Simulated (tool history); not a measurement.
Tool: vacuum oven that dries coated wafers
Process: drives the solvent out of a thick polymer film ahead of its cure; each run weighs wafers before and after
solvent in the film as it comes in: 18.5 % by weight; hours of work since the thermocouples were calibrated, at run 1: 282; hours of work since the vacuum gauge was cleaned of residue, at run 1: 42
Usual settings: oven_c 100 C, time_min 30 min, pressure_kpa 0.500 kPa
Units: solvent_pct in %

run	hour	oven_c	time_min	pressure_kpa	hours of work since the thermocouples were calibrated	hours of work since the vacuum gauge was cleaned of residue	solvent_pct
1	0.0	100	30	0.500	282	42	0.95
2	12.7	100	30	0.500	288	48	0.94
3	19.5	100	30	1.712	291	51	1.40
4	29.7	100	30	0.500	296	56	0.85
5	38.4	89	30	0.500	300	60	3.60
6	48.4	100	30	1.102	305	65	1.12
7	57.2	114	30	0.500	309	69	0.15
8	67.8	114	30	0.500	314	74	0.18
9	75.4	114	30	0.500	318	77	0.16
10	88.5	98	27	1.615	324	83	1.90
11	100.1	100	23	0.878	329	89	1.93
12	113.1	100	23	0.692	335	95	1.80

The next listed run, before its measurement:
13	121.7	100	15	1.537	339	99	?

solvent_pct: 3.86 %
Without the tool's hidden state the same run would have given solvent_pct 3.70 %.
